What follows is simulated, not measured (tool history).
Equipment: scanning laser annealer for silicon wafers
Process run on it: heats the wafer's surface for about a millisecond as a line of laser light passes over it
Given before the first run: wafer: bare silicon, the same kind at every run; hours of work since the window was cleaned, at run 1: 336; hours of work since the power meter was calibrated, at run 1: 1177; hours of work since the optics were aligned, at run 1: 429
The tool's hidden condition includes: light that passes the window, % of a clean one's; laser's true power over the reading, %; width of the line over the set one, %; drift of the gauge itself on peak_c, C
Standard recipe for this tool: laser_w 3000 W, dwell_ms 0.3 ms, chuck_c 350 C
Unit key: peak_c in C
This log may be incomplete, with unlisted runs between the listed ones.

run    hour  laser_w  dwell_ms  chuck_c  hours of work since the window was cleaned  hours of work since the power meter was calibrated  hours of work since the optics were aligned  peak_c
  1       0     3000       0.3      350                                         336                                                1177                                          429    1074
  2    37.9     3133       0.3      350                                         362                                                1203                                          455    1116
  3    61.4     3282       0.3      350                                         378                                                1219                                          471    1164
  4    96.1     3282       0.3      350                                         402                                                1243                                          495    1161
  5   118.4     3282       0.3      350                                         417                                                1258                                          510    1161
  6   163.2     2811       0.3      350                                         448                                                1289                                          541    1021
  7   200.8     3000       0.3      345                                         474                                                1315                                          567    1072
  8   244.3     3000       0.3      350                                         504                                                1345                                          597    1072
  9   267.2     3000       0.3      350                                         520                                                1361                                          613    1078
 10   295.5     3000       0.3      350                                         539                                                1380                                          632    1075
 11   333.6     2701       0.3      350                                         565                                                1407                                          659     990
 12   366.1     3000       0.3      350                                         588                                                1429                                          681    1075
 13   395.2     3000       0.3      350                                         608                                                1449                                          701    1075
 14   437.2     3000       0.3      350                                         637                                                1478                                          730    1076
 15   472.3     3000       0.3      350                                         661                                                1502                                          754    1077
 16   503.5     3098       0.3      350                                         682                                                1524                                          776    1105
      518.4  -- window over the wafer cleaned
 17   538.8     3098       0.3      350                                          14                                                1547                                          799    1107
 18   579.6     3098       0.3      350                                          42                                                1575                                          827    1105
 19   620.2     3098       0.3      350                                          70                                                1603                                          855    1104
 20   643.5     3098       0.3      350                                          86                                                1619                                          871    1102
 21   683.6     3000     0.241      342                                         114                                                1646                                          898     982
 22   711.9     2673     0.263      350                                         133                                                1666                                          918     933
 23   732.6     3000     0.354      350                                         148                                                1680                                          932    1149
 24   756.2     3000     0.354      350                                         164                                                1696                                          948    1148
 25   788.7     3000     0.354      350                                         186                                                1719                                          971    1151
 26   815.8     3280     0.354      350                                         205                                                1737                                          989    1245
 27   836.3     3191       0.3      365                                         219                                                1752                                         1004    1149
 28     859     2669       0.3      365                                         235                                                1767                                         1019     996
 29   889.5     2669       0.3      365                                         256                                                1788                                         1040     994
 30   919.2     2604     0.376      371                                         276                                                1809                                         1061    1068
 31   953.1     2885       0.3      350                                         299                                                1832                                         1084    1043
 32   983.8     2963       0.3      379                                         321                                                1853                                         1105    1093
 33  1029.6     3000       0.3      323                                         352                                                1885                                         1137    1050
 34  1078.3     3215     0.268      366                                         386                                                1918                                         1170    1103
 35  1104.2     3215     0.268      366                                         404                                                1936                                         1188    1102
 36  1153.8     3000     0.298      350                                         438                                                1970                                         1222    1073
 37  1177.1     3000     0.298      350                                         454                                                1986                                         1238    1068
 38  1225.6     3000     0.236      350                                         487                                                2020                                         1272     978
 39  1271.5     3266     0.232      321                                         519                                                2051                                         1303    1012
 40  1313.9     3266     0.232      321                                         548                                                2081                                         1333    1010

Each row is a separate what-if for the run after 40, all from the same tool condition, not one after another. Results?
  A  1356.8     3177     0.334      311                                         578                                                2110                                         1362       ?
  B  1356.8     2713     0.246      350                                         578                                                2110                                         1362       ?
  C  1356.8     2689      0.28      362                                         578                                                2110                                         1362       ?
  D  1356.8     3266     0.257      387                                         578                                                2110                                         1362       ?

run  peak_c
  A    1143
  B     919
  C     967
  D    1122
With the hidden condition removed and each run's random variation left untouched, the same runs would have given:
run  peak_c
  A    1144
  B     920
  C     968
  D    1123
